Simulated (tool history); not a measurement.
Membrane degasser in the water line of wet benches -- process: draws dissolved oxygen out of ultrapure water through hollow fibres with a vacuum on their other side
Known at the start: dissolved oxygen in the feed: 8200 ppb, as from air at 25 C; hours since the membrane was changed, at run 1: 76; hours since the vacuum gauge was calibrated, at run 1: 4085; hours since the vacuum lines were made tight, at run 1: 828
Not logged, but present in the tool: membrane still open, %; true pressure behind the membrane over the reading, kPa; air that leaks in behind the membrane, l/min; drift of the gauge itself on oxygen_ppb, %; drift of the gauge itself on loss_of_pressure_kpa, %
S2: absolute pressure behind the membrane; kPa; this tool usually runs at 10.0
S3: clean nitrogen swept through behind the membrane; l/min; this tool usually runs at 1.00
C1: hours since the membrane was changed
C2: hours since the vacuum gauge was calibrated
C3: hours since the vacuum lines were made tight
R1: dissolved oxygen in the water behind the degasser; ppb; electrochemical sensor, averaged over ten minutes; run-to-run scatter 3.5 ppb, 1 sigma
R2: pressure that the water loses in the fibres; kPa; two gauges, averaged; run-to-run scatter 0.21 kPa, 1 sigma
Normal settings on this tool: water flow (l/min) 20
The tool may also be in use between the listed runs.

run 1 day=0.000 | water_flow_(l/min)=20 S2=10.0 S3=1.00 | C1=76 C2=4085 C3=828 | R1=343.7 R2=47.38
run 2 day=6.183 | water_flow_(l/min)=20 S2=10.0 S3=1.00 | C1=225 C2=4234 C3=977 | R1=351.9 R2=47.36
-- day=10.629 vacuum gauge calibrated
run 3 day=12.929 | water_flow_(l/min)=20 S2=10.0 S3=2.43 | C1=386 C2=55 C3=1138 | R1=190.5 R2=47.47
run 4 day=16.692 | water_flow_(l/min)=20 S2=10.0 S3=1.00 | C1=477 C2=145 C3=1228 | R1=357.5 R2=47.59
run 5 day=22.788 | water_flow_(l/min)=20 S2=10.0 S3=1.00 | C1=623 C2=292 C3=1374 | R1=347.3 R2=47.88
run 6 day=30.475 | water_flow_(l/min)=20 S2=10.0 S3=1.00 | C1=807 C2=476 C3=1559 | R1=347.3 R2=48.04
run 7 day=36.312 | water_flow_(l/min)=20 S2=10.0 S3=1.00 | C1=947 C2=616 C3=1699 | R1=351.7 R2=48.17
run 8 day=41.000 | water_flow_(l/min)=20 S2=10.0 S3=2.40 | C1=1060 C2=729 C3=1812 | R1=199.1 R2=47.75
run 9 day=47.112 | water_flow_(l/min)=20 S2=10.0 S3=1.00 | C1=1207 C2=876 C3=1958 | R1=348.8 R2=48.17
run 10 day=51.875 | water_flow_(l/min)=20 S2=12.9 S3=1.00 | C1=1321 C2=990 C3=2073 | R1=481.0 R2=48.06
run 11 day=56.121 | water_flow_(l/min)=20 S2=12.9 S3=1.00 | C1=1423 C2=1092 C3=2175 | R1=471.4 R2=48.20
run 12 day=63.612 | water_flow_(l/min)=20 S2=12.9 S3=1.00 | C1=1603 C2=1272 C3=2354 | R1=473.6 R2=48.38
run 13 day=71.338 | water_flow_(l/min)=20 S2=12.9 S3=1.00 | C1=1788 C2=1457 C3=2540 | R1=476.5 R2=48.34
run 14 day=77.562 | water_flow_(l/min)=27 S2=10.0 S3=1.00 | C1=1937 C2=1606 C3=2689 | R1=509.7 R2=65.44
run 15 day=84.917 | water_flow_(l/min)=20 S2=10.0 S3=1.00 | C1=2114 C2=1783 C3=2866 | R1=358.7 R2=48.90
run 16 day=88.642 | water_flow_(l/min)=20 S2=10.0 S3=1.00 | C1=2203 C2=1872 C3=2955 | R1=363.3 R2=48.72
run 17 day=93.767 | water_flow_(l/min)=20 S2=8.4 S3=1.46 | C1=2326 C2=1995 C3=3078 | R1=226.4 R2=48.87
run 18 day=98.700 | water_flow_(l/min)=32 S2=13.0 S3=1.00 | C1=2445 C2=2114 C3=3196 | R1=784.9 R2=78.22
run 19 day=105.712 | water_flow_(l/min)=32 S2=13.0 S3=1.00 | C1=2613 C2=2282 C3=3365 | R1=797.2 R2=77.83
run 20 day=108.992 | water_flow_(l/min)=32 S2=13.0 S3=1.00 | C1=2692 C2=2361 C3=3443 | R1=802.9 R2=78.42
run 21 day=115.112 | water_flow_(l/min)=18 S2=10.0 S3=0.52 | C1=2839 C2=2508 C3=3590 | R1=502.7 R2=43.84
run 22 day=121.621 | water_flow_(l/min)=14 S2=20.6 S3=1.20 | C1=2995 C2=2664 C3=3746 | R1=478.3 R2=34.41
run 23 day=127.425 | water_flow_(l/min)=14 S2=7.0 S3=1.20 | C1=3134 C2=2803 C3=3886 | R1=127.8 R2=34.54
run 24 day=132.225 | water_flow_(l/min)=14 S2=7.0 S3=1.20 | C1=3249 C2=2918 C3=4001 | R1=128.9 R2=34.60
run 25 day=138.288 | water_flow_(l/min)=14 S2=7.0 S3=1.20 | C1=3395 C2=3064 C3=4146 | R1=128.5 R2=34.51
run 26 day=145.238 | water_flow_(l/min)=14 S2=7.0 S3=1.20 | C1=3562 C2=3231 C3=4313 | R1=130.0 R2=34.51
run 27 day=149.838 | water_flow_(l/min)=14 S2=7.0 S3=1.20 | C1=3672 C2=3341 C3=4424 | R1=127.9 R2=34.52
run 28 day=153.258 | water_flow_(l/min)=21 S2=9.9 S3=1.00 | C1=3754 C2=3423 C3=4506 | R1=387.8 R2=52.14
run 29 day=157.562 | water_flow_(l/min)=21 S2=9.9 S3=1.00 | C1=3857 C2=3526 C3=4609 | R1=387.7 R2=51.92
run 30 day=161.575 | water_flow_(l/min)=26 S2=10.0 S3=0.69 | C1=3954 C2=3623 C3=4705 | R1=625.6 R2=64.34
run 31 day=164.738 | water_flow_(l/min)=26 S2=10.0 S3=0.69 | C1=4030 C2=3699 C3=4781 | R1=617.5 R2=65.07
run 32 day=172.288 | water_flow_(l/min)=26 S2=10.0 S3=0.74 | C1=4211 C2=3880 C3=4962 | R1=590.8 R2=64.72

Measured result minus the same run's result without the hidden state. Both carry the same run-to-run variation, though not necessarily the same gauge scatter:
run=1 R1=+3.1 R2=+0.04
run=2 R1=+3.8 R2=+0.12
run=3 R1=+1.2 R2=+0.20
run=4 R1=+1.4 R2=+0.25
run=5 R1=+1.9 R2=+0.34
run=6 R1=+2.7 R2=+0.44
run=7 R1=+3.3 R2=+0.51
run=8 R1=+3.8 R2=+0.56
run=9 R1=+4.3 R2=+0.64
run=10 R1=+5.1 R2=+0.70
run=11 R1=+5.4 R2=+0.76
run=12 R1=+6.2 R2=+0.86
run=13 R1=+7.0 R2=+0.95
run=14 R1=+12.2 R2=+1.39
run=15 R1=+8.3 R2=+1.14
run=16 R1=+8.9 R2=+1.19
run=17 R1=+8.9 R2=+1.25
run=18 R1=+19.1 R2=+2.10
run=19 R1=+20.8 R2=+2.25
run=20 R1=+21.6 R2=+2.31
run=21 R1=+9.7 R2=+1.37
run=22 R1=+7.6 R2=+1.13
run=23 R1=+6.2 R2=+1.19
run=24 R1=+6.6 R2=+1.23
run=25 R1=+6.9 R2=+1.29
run=26 R1=+7.3 R2=+1.35
run=27 R1=+7.4 R2=+1.39
run=28 R1=+17.3 R2=+2.14
run=29 R1=+17.7 R2=+2.18
run=30 R1=+25.3 R2=+2.78
run=31 R1=+25.6 R2=+2.85
run=32 R1=+26.7 R2=+2.98
